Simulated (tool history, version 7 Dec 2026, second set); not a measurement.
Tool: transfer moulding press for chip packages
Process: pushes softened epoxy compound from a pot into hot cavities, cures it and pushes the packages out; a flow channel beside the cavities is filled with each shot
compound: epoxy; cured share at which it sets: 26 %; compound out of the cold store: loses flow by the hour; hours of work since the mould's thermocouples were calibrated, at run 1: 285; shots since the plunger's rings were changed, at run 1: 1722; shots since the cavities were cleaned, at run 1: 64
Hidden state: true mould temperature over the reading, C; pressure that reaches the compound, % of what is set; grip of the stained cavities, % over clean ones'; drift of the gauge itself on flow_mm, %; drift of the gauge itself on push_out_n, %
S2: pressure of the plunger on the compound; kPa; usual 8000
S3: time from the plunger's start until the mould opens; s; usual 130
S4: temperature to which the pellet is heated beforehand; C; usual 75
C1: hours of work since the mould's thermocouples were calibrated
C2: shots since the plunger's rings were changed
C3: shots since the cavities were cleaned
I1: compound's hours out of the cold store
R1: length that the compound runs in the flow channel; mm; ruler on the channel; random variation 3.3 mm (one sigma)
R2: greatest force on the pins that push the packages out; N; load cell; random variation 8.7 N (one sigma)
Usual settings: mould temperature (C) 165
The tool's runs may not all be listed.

{"run": 1, "hour": 0.0, "mould temperature (C)": 165, "S2": 8000, "S3": 130, "S4": 75, "C1": 285, "C2": 1722, "C3": 64, "I1": 11.9, "R1": 960, "R2": 454}
{"run": 2, "hour": 13.1, "mould temperature (C)": 165, "S2": 8000, "S3": 130, "S4": 75, "C1": 295, "C2": 1860, "C3": 202, "I1": 17.9, "R1": 933, "R2": 498}
{"run": 3, "hour": 27.1, "mould temperature (C)": 165, "S2": 8000, "S3": 130, "S4": 75, "C1": 304, "C2": 2006, "C3": 348, "I1": 17.1, "R1": 930, "R2": 537}
{"run": 4, "hour": 40.3, "mould temperature (C)": 165, "S2": 8000, "S3": 130, "S4": 75, "C1": 314, "C2": 2145, "C3": 487, "I1": 22.7, "R1": 911, "R2": 590}
{"hour": 48.4, "done": "cavities cleaned with cleaning compound and waxed"}
{"run": 5, "hour": 51.9, "mould temperature (C)": 165, "S2": 8000, "S3": 130, "S4": 75, "C1": 321, "C2": 2250, "C3": 36, "I1": 31.8, "R1": 869, "R2": 417}
{"run": 6, "hour": 61.2, "mould temperature (C)": 165, "S2": 8000, "S3": 130, "S4": 75, "C1": 327, "C2": 2347, "C3": 133, "I1": 9.7, "R1": 961, "R2": 483}
{"run": 7, "hour": 71.4, "mould temperature (C)": 165, "S2": 8000, "S3": 130, "S4": 75, "C1": 334, "C2": 2454, "C3": 240, "I1": 41.8, "R1": 818, "R2": 486}
{"run": 8, "hour": 79.4, "mould temperature (C)": 168, "S2": 7390, "S3": 130, "S4": 79, "C1": 340, "C2": 2538, "C3": 324, "I1": 11.8, "R1": 899, "R2": 496}
{"run": 9, "hour": 87.9, "mould temperature (C)": 165, "S2": 9160, "S3": 123, "S4": 75, "C1": 346, "C2": 2627, "C3": 413, "I1": 27.2, "R1": 939, "R2": 598}
{"hour": 101.2, "done": "mould's thermocouples calibrated"}
{"hour": 104.8, "done": "cavities cleaned with cleaning compound and waxed"}
{"run": 10, "hour": 105.0, "mould temperature (C)": 165, "S2": 6950, "S3": 123, "S4": 75, "C1": 2, "C2": 2770, "C3": 2, "I1": 22.0, "R1": 830, "R2": 435}
{"run": 11, "hour": 115.9, "mould temperature (C)": 165, "S2": 6950, "S3": 133, "S4": 74, "C1": 9, "C2": 2884, "C3": 116, "I1": 34.7, "R1": 780, "R2": 426}
{"run": 12, "hour": 125.5, "mould temperature (C)": 173, "S2": 7510, "S3": 127, "S4": 84, "C1": 16, "C2": 2985, "C3": 217, "I1": 37.7, "R1": 771, "R2": 429}

The next listed run, before its measurement:
{"run": 13, "hour": 135.0, "mould temperature (C)": 173, "S2": 7510, "S3": 127, "S4": 84, "C1": 22, "C2": 3084, "C3": 316, "I1": 28.8, "R1": "?", "R2": "?"}

{"run 13": {"R1": 816, "R2": 460}}
Without the tool's hidden state the same run would have given R1 866 mm, R2 338 N.
